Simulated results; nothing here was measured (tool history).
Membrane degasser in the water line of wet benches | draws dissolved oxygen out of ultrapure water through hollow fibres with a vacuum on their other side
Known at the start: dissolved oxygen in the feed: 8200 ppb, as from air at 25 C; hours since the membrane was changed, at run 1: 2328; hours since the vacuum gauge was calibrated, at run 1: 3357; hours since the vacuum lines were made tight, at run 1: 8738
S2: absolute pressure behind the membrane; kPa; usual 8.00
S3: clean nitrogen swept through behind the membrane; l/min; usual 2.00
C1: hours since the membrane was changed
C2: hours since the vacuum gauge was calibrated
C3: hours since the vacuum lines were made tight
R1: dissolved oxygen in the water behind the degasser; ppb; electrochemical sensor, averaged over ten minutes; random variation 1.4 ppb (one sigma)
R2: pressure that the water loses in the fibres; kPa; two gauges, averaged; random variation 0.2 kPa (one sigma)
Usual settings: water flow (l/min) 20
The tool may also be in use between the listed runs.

run 1 hour=0.0 | water_flow_(l/min)=20 S2=8.00 S3=2.00 | C1=2328 C2=3357 C3=8738 | R1=139.6 R2=44.37
run 2 hour=70.1 | water_flow_(l/min)=20 S2=8.00 S3=2.00 | C1=2398 C2=3427 C3=8808 | R1=142.7 R2=44.54
run 3 hour=140.3 | water_flow_(l/min)=20 S2=8.00 S3=2.00 | C1=2469 C2=3498 C3=8878 | R1=139.0 R2=43.86
run 4 hour=228.0 | water_flow_(l/min)=20 S2=7.93 S3=2.00 | C1=2556 C2=3585 C3=8966 | R1=138.5 R2=44.33
run 5 hour=303.7 | water_flow_(l/min)=20 S2=7.93 S3=2.00 | C1=2632 C2=3661 C3=9041 | R1=140.3 R2=44.30
run 6 hour=396.7 | water_flow_(l/min)=20 S2=8.00 S3=2.00 | C1=2725 C2=3754 C3=9134 | R1=139.8 R2=44.05
run 7 hour=474.4 | water_flow_(l/min)=20 S2=8.00 S3=1.64 | C1=2803 C2=3832 C3=9212 | R1=163.8 R2=44.52
-- hour=483.0 vacuum gauge calibrated
run 8 hour=527.3 | water_flow_(l/min)=20 S2=8.00 S3=1.64 | C1=2855 C2=44 C3=9264 | R1=165.6 R2=44.28
run 9 hour=608.0 | water_flow_(l/min)=20 S2=8.00 S3=2.00 | C1=2936 C2=125 C3=9345 | R1=142.3 R2=43.99
run 10 hour=662.4 | water_flow_(l/min)=17 S2=8.00 S3=2.00 | C1=2990 C2=179 C3=9400 | R1=114.3 R2=37.73

Run 11 comes next. What will it give?
run 11 hour=704.9 | water_flow_(l/min)=17 S2=8.00 S3=2.00 | C1=3033 C2=222 C3=9442 | R1=? R2=?

{"run 11": {"R1": 112.9, "R2": 37.51}}
Without the tool's hidden state the same run would have given R1 104.8 ppb, R2 37.02 kPa.
